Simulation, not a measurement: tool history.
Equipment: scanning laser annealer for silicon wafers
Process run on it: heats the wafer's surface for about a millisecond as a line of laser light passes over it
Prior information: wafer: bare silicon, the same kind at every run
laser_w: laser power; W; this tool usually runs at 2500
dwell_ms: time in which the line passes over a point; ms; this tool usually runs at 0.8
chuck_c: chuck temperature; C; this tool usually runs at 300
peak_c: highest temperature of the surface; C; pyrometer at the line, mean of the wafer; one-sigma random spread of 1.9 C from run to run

run	hour	laser_w	dwell_ms	chuck_c	peak_c
1	0	2500	0.8	300	1113
2	5.1	2595	0.8	300	1148
3	9.6	2500	0.8	309	1121
4	16.6	2500	0.8	300	1114
5	22.1	2500	0.91	300	1176
6	26.4	2146	0.8	300	972
7	36	2500	0.8	300	1110
8	42.5	2500	0.8	300	1110
9	49.1	2500	0.8	303	1118
10	55	2500	0.8	303	1112
11	59.9	2500	0.8	303	1113
12	69.9	2500	0.83	300	1126
13	74.9	2500	0.83	300	1127
14	84	2500	0.83	300	1135
15	88.5	2500	0.83	300	1128
16	93.3	2500	0.83	300	1130
17	102.9	2500	0.83	300	1131
18	111.1	2500	0.83	300	1131
19	117.9	2176	0.83	300	1001
20	127.9	2500	0.8	329	1140
21	133.3	2500	0.8	329	1142
22	143.3	2500	0.8	329	1137
23	153.7	2500	0.627	281	983
24	162.5	2500	0.627	294	997
25	171.5	2729	0.986	301	1324
26	179	2729	0.986	301	1324
27	185.2	2193	0.56	301	862
28	192.4	2256	0.707	261	926
29	201.9	2256	0.707	261	927
30	206.8	2230	0.596	281	870
31	217.1	2237	0.57	262	842
32	224.5	2497	0.57	291	957
33	234.7	2190	0.69	315	948
34	245.1	2190	0.69	315	946
35	254.7	2176	0.749	323	981
36	263.4	2291	0.653	335	983
37	268.4	2664	0.615	300	1054
38	273.2	2318	0.645	274	925
39	279.7	2318	0.645	274	923
40	284.3	2318	0.989	274	1108
41	291.8	2318	0.989	274	1111

Forecast each of these 3 alternatives for the next run:
A	301.9	2369	0.8	300	?
B	301.9	2318	0.814	334	?
C	301.9	2500	0.562	303	?

run	peak_c
A	1059
B	1079
C	964
Stripped of hidden state, with their random variation kept, the same runs would have yielded:
run	peak_c
A	1061
B	1082
C	967
